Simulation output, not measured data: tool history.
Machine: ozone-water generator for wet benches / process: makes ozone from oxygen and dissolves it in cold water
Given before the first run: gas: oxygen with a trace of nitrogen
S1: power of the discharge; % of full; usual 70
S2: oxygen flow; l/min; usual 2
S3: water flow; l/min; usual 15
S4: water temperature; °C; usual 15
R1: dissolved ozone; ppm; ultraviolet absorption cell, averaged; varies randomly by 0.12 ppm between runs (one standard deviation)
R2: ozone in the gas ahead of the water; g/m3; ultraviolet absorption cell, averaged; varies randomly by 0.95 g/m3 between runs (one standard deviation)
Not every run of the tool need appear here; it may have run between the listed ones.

run    hour  S1    S2  S3  S4    R1     R2
  1       0  70     2  15  15  10.4  159.7
  2    40.8  70     2  15  15  10.7  159.4
  3    69.8  70     2  15  15  10.7  158.7
  4   103.2  66     2  15  15   9.9  151.4
  5   158.5  66     2  15  15    10  150.6
  6   195.2  66     2  15  15  10.1  151.6
  7   219.7  66     2  15  15  10.4  150.8
  8   250.2  44     2  15  15   7.2  107.2
  9   289.4  44     2  15  15   7.1  105.4
 10   328.8  70     2  15  15  10.5  158.5
 11   362.1  70     2  15  15  10.3  157.5
 12   392.3  70     2  15  15  10.6  157.2
 13   418.1  70  3.32  15  15  12.6    134
      427.6  -- contactor cleaned
 14   475.9  70     2  15  15  11.4  158.8
 15   517.9  70     2  15  15  11.3  156.9
 16     556  70     2  15  15  11.3  158.2
      573.2  -- water thermometer calibrated
 17   593.3  70     2  15  15  11.3  157.8
 18   638.6  70     2  15  15  11.5  156.4
 19   680.1  70     2  15  15  11.2    156
 20   705.3  69  1.29  13  15  10.4  176.7
 21   744.9  98     2  15  21  14.3  209.9
 22   772.8  82     2  15  15  12.7  180.5
 23     804  70  3.15  15  15  13.3  134.8
 24   839.8  70  1.55  10  19  13.8  171.9
 25   866.7  57     2  13  15  10.7  132.4
 26     904  55     2  13   8  10.9  126.8
 27   952.4  55     2  13   8  11.1  127.2
 28  1001.6  55     2  12   8  11.7  127.3
 29  1030.5  70     2  11  17  14.3  154.7
 30  1081.5  89     2  23  17   9.2  191.1
 31  1111.2  89     2  23  17   9.1  190.2
 32  1160.3  91     2  15   9  14.9  195.2

What if the next run were any one of these 3? Each begins from the tool's condition after run 32:
  A  1187.4  70  2.11  15  15   ?   ?
  B  1187.4  91  3.16  15   9   ?   ?
  C  1187.4  91     2  11   9   ?   ?

run    R1     R2
  A  11.4  153.5
  B  17.4  166.6
  C  19.7  194.7
Had the tool no hidden state, the same runs would have come out as:
run    R1     R2
  A  11.9  158.8
  B  18.2  173.7
  C  20.6    203
